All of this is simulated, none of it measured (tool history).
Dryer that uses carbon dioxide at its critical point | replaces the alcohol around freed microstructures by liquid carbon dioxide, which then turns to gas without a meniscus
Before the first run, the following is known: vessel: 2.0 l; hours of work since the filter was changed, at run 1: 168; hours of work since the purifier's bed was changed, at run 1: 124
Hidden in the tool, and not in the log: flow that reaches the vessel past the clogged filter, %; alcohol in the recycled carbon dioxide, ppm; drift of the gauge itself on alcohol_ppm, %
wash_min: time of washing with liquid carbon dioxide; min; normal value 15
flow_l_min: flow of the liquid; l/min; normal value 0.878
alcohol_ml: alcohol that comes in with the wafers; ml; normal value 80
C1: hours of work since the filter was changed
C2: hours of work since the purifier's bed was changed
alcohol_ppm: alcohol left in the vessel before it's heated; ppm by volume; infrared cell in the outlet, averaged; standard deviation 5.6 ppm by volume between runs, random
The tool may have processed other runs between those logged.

{"run": 1, "hour": 0.0, "wash_min": 15, "flow_l_min": 0.878, "alcohol_ml": 80, "C1": 168, "C2": 124, "alcohol_ppm": 254}
{"run": 2, "hour": 22.3, "wash_min": 15, "flow_l_min": 0.878, "alcohol_ml": 24, "C1": 176, "C2": 133, "alcohol_ppm": 105}
{"run": 3, "hour": 37.4, "wash_min": 15, "flow_l_min": 0.878, "alcohol_ml": 24, "C1": 182, "C2": 139, "alcohol_ppm": 97}
{"run": 4, "hour": 51.2, "wash_min": 15, "flow_l_min": 0.878, "alcohol_ml": 54, "C1": 187, "C2": 144, "alcohol_ppm": 178}
{"run": 5, "hour": 65.4, "wash_min": 15, "flow_l_min": 0.878, "alcohol_ml": 54, "C1": 193, "C2": 150, "alcohol_ppm": 187}
{"run": 6, "hour": 85.8, "wash_min": 15, "flow_l_min": 1.367, "alcohol_ml": 54, "C1": 201, "C2": 157, "alcohol_ppm": 42}
{"run": 7, "hour": 111.2, "wash_min": 15, "flow_l_min": 1.367, "alcohol_ml": 54, "C1": 210, "C2": 167, "alcohol_ppm": 47}
{"run": 8, "hour": 125.1, "wash_min": 15, "flow_l_min": 1.262, "alcohol_ml": 80, "C1": 216, "C2": 173, "alcohol_ppm": 66}
{"hour": 129.9, "done": "inlet filter changed"}
{"run": 9, "hour": 147.0, "wash_min": 15, "flow_l_min": 1.262, "alcohol_ml": 80, "C1": 7, "C2": 181, "alcohol_ppm": 59}
{"run": 10, "hour": 169.9, "wash_min": 15, "flow_l_min": 1.262, "alcohol_ml": 80, "C1": 15, "C2": 189, "alcohol_ppm": 56}
{"run": 11, "hour": 195.2, "wash_min": 15, "flow_l_min": 0.878, "alcohol_ml": 80, "C1": 25, "C2": 199, "alcohol_ppm": 216}
{"run": 12, "hour": 209.7, "wash_min": 15, "flow_l_min": 0.878, "alcohol_ml": 80, "C1": 31, "C2": 205, "alcohol_ppm": 213}
{"run": 13, "hour": 222.2, "wash_min": 15, "flow_l_min": 0.765, "alcohol_ml": 80, "C1": 35, "C2": 209, "alcohol_ppm": 384}
{"run": 14, "hour": 238.9, "wash_min": 11, "flow_l_min": 0.688, "alcohol_ml": 75, "C1": 42, "C2": 216, "alcohol_ppm": 1714}
{"run": 15, "hour": 252.3, "wash_min": 15, "flow_l_min": 0.878, "alcohol_ml": 34, "C1": 47, "C2": 221, "alcohol_ppm": 122}
{"run": 16, "hour": 274.5, "wash_min": 15, "flow_l_min": 1.106, "alcohol_ml": 34, "C1": 55, "C2": 229, "alcohol_ppm": 79}
{"run": 17, "hour": 299.6, "wash_min": 14, "flow_l_min": 0.696, "alcohol_ml": 34, "C1": 65, "C2": 239, "alcohol_ppm": 375}
{"run": 18, "hour": 310.8, "wash_min": 13, "flow_l_min": 0.564, "alcohol_ml": 38, "C1": 69, "C2": 243, "alcohol_ppm": 987}
{"run": 19, "hour": 322.7, "wash_min": 13, "flow_l_min": 0.564, "alcohol_ml": 38, "C1": 74, "C2": 248, "alcohol_ppm": 958}
{"run": 20, "hour": 335.8, "wash_min": 13, "flow_l_min": 0.829, "alcohol_ml": 62, "C1": 79, "C2": 253, "alcohol_ppm": 437}
{"run": 21, "hour": 354.6, "wash_min": 13, "flow_l_min": 0.829, "alcohol_ml": 62, "C1": 86, "C2": 260, "alcohol_ppm": 445}

Forecast each of these 5 alternatives for the next run:
{"run": "A", "hour": 367.7, "wash_min": 13, "flow_l_min": 0.829, "alcohol_ml": 46, "C1": 91, "C2": 265, "alcohol_ppm": "?"}
{"run": "B", "hour": 367.7, "wash_min": 15, "flow_l_min": 1.322, "alcohol_ml": 49, "C1": 91, "C2": 265, "alcohol_ppm": "?"}
{"run": "C", "hour": 367.7, "wash_min": 11, "flow_l_min": 0.552, "alcohol_ml": 103, "C1": 91, "C2": 265, "alcohol_ppm": "?"}
{"run": "D", "hour": 367.7, "wash_min": 15, "flow_l_min": 0.615, "alcohol_ml": 45, "C1": 91, "C2": 265, "alcohol_ppm": "?"}
{"run": "E", "hour": 367.7, "wash_min": 9, "flow_l_min": 0.878, "alcohol_ml": 45, "C1": 91, "C2": 265, "alcohol_ppm": "?"}

run=A alcohol_ppm=348
run=B alcohol_ppm=52
run=C alcohol_ppm=4554
run=D alcohol_ppm=585
run=E alcohol_ppm=983
With the hidden condition removed and each run's random variation left untouched, the same runs would have given:
run=A alcohol_ppm=261
run=B alcohol_ppm=2
run=C alcohol_ppm=4166
run=D alcohol_ppm=477
run=E alcohol_ppm=845
